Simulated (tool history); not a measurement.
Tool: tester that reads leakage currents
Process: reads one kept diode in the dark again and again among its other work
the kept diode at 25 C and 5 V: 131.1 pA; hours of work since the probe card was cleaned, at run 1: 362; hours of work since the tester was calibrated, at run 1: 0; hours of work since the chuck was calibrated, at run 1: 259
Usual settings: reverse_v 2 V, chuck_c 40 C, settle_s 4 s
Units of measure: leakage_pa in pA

run	day	reverse_v	chuck_c	settle_s	hours of work since the probe card was cleaned	hours of work since the tester was calibrated	hours of work since the chuck was calibrated	leakage_pa
1	0	2	40	4	362	0	259	232.3
2	4.042	2	40	4	424	62	321	231.87
3	8.892	2	40	4	499	137	396	232.03
4	15.596	2	40	4	603	241	499	232.07
5	20.104	2	40	4	672	310	569	232.49
6	26.204	2	40	4	766	404	663	232.35
7	30.942	2	49	4	839	477	736	428.84
8	38.638	2	49	4	958	596	855	428.95
9	46.017	2	49	4	1072	710	969	429.51
10	52.775	1.94	40	4	1176	814	1073	228.23
# day 53.508: probe card cleaned and baked
11	57.442	1.94	40	4	61	884	1143	224.01
12	64.896	1.94	40	4	176	999	1258	224.07
13	71.221	2	40	9.12	273	1097	1356	228.48
14	79.379	2	40	9.12	399	1223	1481	228.93
15	85.779	2	40	9.12	498	1321	1580	228.49
16	90.046	19.64	40	9.12	564	1387	1646	882.02
17	97.388	4.78	20	0.51	677	1500	1759	92.12
18	104.146	4.78	20	0.45	781	1605	1863	93.18
19	109.633	4.78	20	0.45	866	1689	1948	93.95
20	114.854	4.78	27	5.53	946	1770	2029	152.27
# day 117.425: chuck's temperature calibrated
21	118.779	3.09	41	5.53	1006	1829	21	331.35
22	125.538	1.23	21	0.44	1110	1933	125	45.91
# day 130.638: probe card cleaned and baked
23	131.279	1.23	21	0.44	10	2020	212	43.37
24	137.1	3.42	40	4	100	2110	302	322.79
# day 139.325: tester calibrated
25	142.492	1.1	29	4	182	49	383	72.99
26	147.404	1.1	29	0.85	257	125	459	73.09
27	152.725	1.1	29	0.85	339	207	541	73.43
28	156.554	1.1	29	0.85	398	266	600	73.39
29	164.333	7.78	29	0.78	518	386	720	236.91

What if the next run were any one of these 3? Each begins from the tool's condition after run 29:
A	172.454	2	40	7.9	644	511	846	?
B	172.454	1.19	29	0.78	644	511	846	?
C	172.454	12.24	41	0.78	644	511	846	?

run	leakage_pa
A	230.62
B	77.14
C	727.99
Had the tool no hidden state, the same runs would have come out as:
run	leakage_pa
A	232.74
B	77.35
C	727.31

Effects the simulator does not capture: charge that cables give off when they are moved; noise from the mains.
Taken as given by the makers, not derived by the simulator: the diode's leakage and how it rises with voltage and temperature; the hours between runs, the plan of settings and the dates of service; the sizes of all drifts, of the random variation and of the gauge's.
